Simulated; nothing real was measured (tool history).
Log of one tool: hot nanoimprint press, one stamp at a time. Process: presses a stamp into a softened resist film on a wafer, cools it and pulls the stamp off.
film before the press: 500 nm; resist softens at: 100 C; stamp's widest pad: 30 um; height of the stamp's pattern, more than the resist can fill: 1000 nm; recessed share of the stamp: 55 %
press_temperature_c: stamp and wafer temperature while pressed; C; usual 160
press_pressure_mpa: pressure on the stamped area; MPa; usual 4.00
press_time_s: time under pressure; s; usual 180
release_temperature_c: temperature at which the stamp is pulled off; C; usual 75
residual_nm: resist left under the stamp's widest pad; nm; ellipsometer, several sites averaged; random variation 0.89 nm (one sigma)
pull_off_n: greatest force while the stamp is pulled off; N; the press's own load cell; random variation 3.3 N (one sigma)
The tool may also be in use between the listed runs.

| run | hour | press_temperature_c | press_pressure_mpa | press_time_s | release_temperature_c | residual_nm | pull_off_n |
|---|---|---|---|---|---|---|---|
| 1 | 0.0 | 160 | 4.00 | 180 | 75 | 205.1 | 166 |
| 2 | 9.4 | 160 | 4.00 | 110 | 75 | 237.9 | 168 |
| 3 | 21.1 | 160 | 4.00 | 110 | 76 | 238.6 | 172 |
| 4 | 29.2 | 160 | 4.00 | 110 | 76 | 238.9 | 168 |
| 5 | 43.4 | 160 | 4.00 | 110 | 76 | 236.9 | 165 |
| 6 | 61.8 | 160 | 4.00 | 110 | 76 | 240.2 | 177 |
| 7 | 75.8 | 160 | 4.83 | 180 | 75 | 181.5 | 170 |
| 8 | 93.2 | 160 | 5.64 | 180 | 75 | 167.0 | 181 |
| 9 | 101.6 | 160 | 5.64 | 180 | 75 | 165.4 | 181 |
| 10 | 113.2 | 160 | 5.64 | 180 | 75 | 166.2 | 185 |
| 11 | 129.5 | 160 | 5.64 | 180 | 75 | 167.7 | 186 |
| 12 | 144.0 | 160 | 5.64 | 180 | 75 | 165.7 | 185 |
| 13 | 162.5 | 160 | 5.64 | 180 | 75 | 166.0 | 194 |
| 14 | 175.8 | 160 | 5.64 | 180 | 75 | 168.2 | 193 |
| 15 | 184.5 | 160 | 4.00 | 180 | 75 | 205.2 | 198 |
| 16 | 195.7 | 152 | 3.26 | 209 | 62 | 283.1 | 235 |
| 17 | 211.8 | 160 | 4.00 | 102 | 72 | 241.2 | 211 |
| 18 | 231.2 | 160 | 3.23 | 100 | 72 | 274.3 | 215 |
| 19 | 247.2 | 160 | 3.23 | 100 | 72 | 272.8 | 219 |
| 20 | 261.3 | 160 | 3.23 | 100 | 72 | 275.1 | 221 |
| 21 | 280.7 | 157 | 3.10 | 267 | 72 | 229.2 | 216 |
| 22 | 292.0 | 157 | 3.10 | 155 | 72 | 270.8 | 225 |
| 23 | 306.4 | 157 | 2.63 | 155 | 74 | 294.4 | 231 |
| 24 | 324.3 | 163 | 3.68 | 180 | 73 | 194.0 | 223 |
| 25 | 342.2 | 163 | 3.68 | 127 | 63 | 215.1 | 265 |
| 26 | 361.6 | 160 | 4.00 | 108 | 62 | 237.5 | 270 |
| 27 | 379.0 | 160 | 4.00 | 108 | 62 | 237.1 | 275 |
| 28 | 387.9 | 165 | 2.54 | 279 | 73 | 193.9 | 245 |
| 29 | 399.4 | 160 | 4.00 | 171 | 75 | 207.0 | 242 |
| 30 | 407.9 | 166 | 2.73 | 180 | 79 | 209.0 | 227 |

3 ways to go on from here, each from the tool as it stands after run 30. What would each give?
| A | 421.1 | 154 | 4.00 | 180 | 75 | ? | ? |
| B | 421.1 | 166 | 2.73 | 251 | 79 | ? | ? |
| C | 421.1 | 158 | 4.00 | 180 | 72 | ? | ? |

| run | residual_nm | pull_off_n |
|---|---|---|
| A | 248.9 | 236 |
| B | 188.5 | 229 |
| C | 218.0 | 255 |
Without the tool's hidden state the same runs would have given:
| run | residual_nm | pull_off_n |
|---|---|---|
| A | 248.8 | 153 |
| B | 188.9 | 148 |
| C | 217.8 | 166 |
